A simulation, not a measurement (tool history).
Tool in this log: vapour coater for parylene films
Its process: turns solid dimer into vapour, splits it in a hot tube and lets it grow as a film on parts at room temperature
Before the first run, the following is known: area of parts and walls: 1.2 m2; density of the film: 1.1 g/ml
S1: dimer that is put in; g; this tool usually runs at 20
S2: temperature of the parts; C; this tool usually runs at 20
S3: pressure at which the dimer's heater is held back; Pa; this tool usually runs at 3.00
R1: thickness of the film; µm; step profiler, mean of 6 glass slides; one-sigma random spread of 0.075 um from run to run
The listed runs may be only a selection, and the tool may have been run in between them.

run 1 hour=0.0 | S1=20 S2=20 S3=3.00 | R1=9.17
run 2 hour=20.4 | S1=20 S2=20 S3=3.00 | R1=9.03
run 3 hour=38.2 | S1=20 S2=20 S3=3.00 | R1=9.18
run 4 hour=49.4 | S1=19 S2=20 S3=3.00 | R1=8.60
run 5 hour=68.3 | S1=19 S2=20 S3=3.00 | R1=8.63
run 6 hour=82.1 | S1=20 S2=20 S3=3.00 | R1=9.03
run 7 hour=92.0 | S1=20 S2=13 S3=3.00 | R1=11.20
run 8 hour=104.5 | S1=20 S2=13 S3=3.00 | R1=11.11
run 9 hour=122.1 | S1=20 S2=13 S3=3.00 | R1=11.16
run 10 hour=132.1 | S1=15 S2=13 S3=3.00 | R1=8.42
run 11 hour=147.9 | S1=15 S2=13 S3=3.00 | R1=8.42
run 12 hour=163.4 | S1=11 S2=20 S3=3.00 | R1=4.98
run 13 hour=174.8 | S1=11 S2=20 S3=3.00 | R1=4.83
run 14 hour=193.9 | S1=20 S2=20 S3=3.00 | R1=9.08
run 15 hour=204.4 | S1=20 S2=20 S3=3.00 | R1=9.16
run 16 hour=213.2 | S1=20 S2=20 S3=3.00 | R1=9.11
run 17 hour=228.9 | S1=20 S2=20 S3=2.21 | R1=9.28
run 18 hour=242.4 | S1=20 S2=20 S3=2.21 | R1=9.37
run 19 hour=256.0 | S1=23 S2=20 S3=3.00 | R1=10.22
run 20 hour=268.2 | S1=23 S2=20 S3=3.00 | R1=10.51
run 21 hour=286.6 | S1=23 S2=20 S3=3.00 | R1=10.41
run 22 hour=301.3 | S1=20 S2=20 S3=3.00 | R1=9.03
run 23 hour=311.9 | S1=20 S2=20 S3=3.00 | R1=9.00
run 24 hour=329.7 | S1=8 S2=25 S3=2.63 | R1=3.17
run 25 hour=349.4 | S1=10 S2=26 S3=5.85 | R1=3.50
run 26 hour=367.9 | S1=31 S2=20 S3=9.32 | R1=12.30
run 27 hour=381.1 | S1=20 S2=13 S3=4.81 | R1=10.56
run 28 hour=398.9 | S1=34 S2=29 S3=6.20 | R1=10.83
run 29 hour=414.4 | S1=25 S2=29 S3=3.77 | R1=8.41
run 30 hour=433.6 | S1=10 S2=24 S3=4.95 | R1=3.79
run 31 hour=448.4 | S1=10 S2=24 S3=2.52 | R1=4.14
run 32 hour=466.2 | S1=28 S2=13 S3=2.16 | R1=16.48
run 33 hour=478.2 | S1=11 S2=21 S3=3.25 | R1=4.75
run 34 hour=499.1 | S1=11 S2=22 S3=2.20 | R1=4.88
run 35 hour=512.6 | S1=11 S2=22 S3=2.20 | R1=4.86
run 36 hour=531.3 | S1=9 S2=14 S3=7.70 | R1=4.39
run 37 hour=550.2 | S1=9 S2=14 S3=7.70 | R1=4.35
run 38 hour=568.9 | S1=9 S2=18 S3=6.96 | R1=3.90
run 39 hour=581.1 | S1=12 S2=16 S3=3.10 | R1=6.04
-- hour=592.7 trap's valve overhauled
run 40 hour=604.0 | S1=13 S2=13 S3=4.09 | R1=7.07
run 41 hour=622.2 | S1=16 S2=24 S3=4.09 | R1=6.18
run 42 hour=637.5 | S1=14 S2=14 S3=3.00 | R1=7.57
run 43 hour=655.0 | S1=8 S2=14 S3=3.08 | R1=4.32
run 44 hour=670.0 | S1=8 S2=14 S3=2.08 | R1=4.59
run 45 hour=687.2 | S1=27 S2=27 S3=2.72 | R1=10.01

Consider 4 possible next runs. They are alternatives, not a sequence: every one starts from the tool as it was left by run 45. What does each give?
run A hour=701.5 | S1=15 S2=30 S3=10.86 | R1=?
run B hour=701.5 | S1=20 S2=17 S3=3.00 | R1=?
run C hour=701.5 | S1=20 S2=27 S3=2.72 | R1=?
run D hour=701.5 | S1=19 S2=27 S3=11.95 | R1=?

run=A R1=4.31
run=B R1=9.79
run=C R1=7.47
run=D R1=5.94
With no hidden state in the tool, these same runs would have given:
run=A R1=4.31
run=B R1=9.79
run=C R1=7.47
run=D R1=5.94
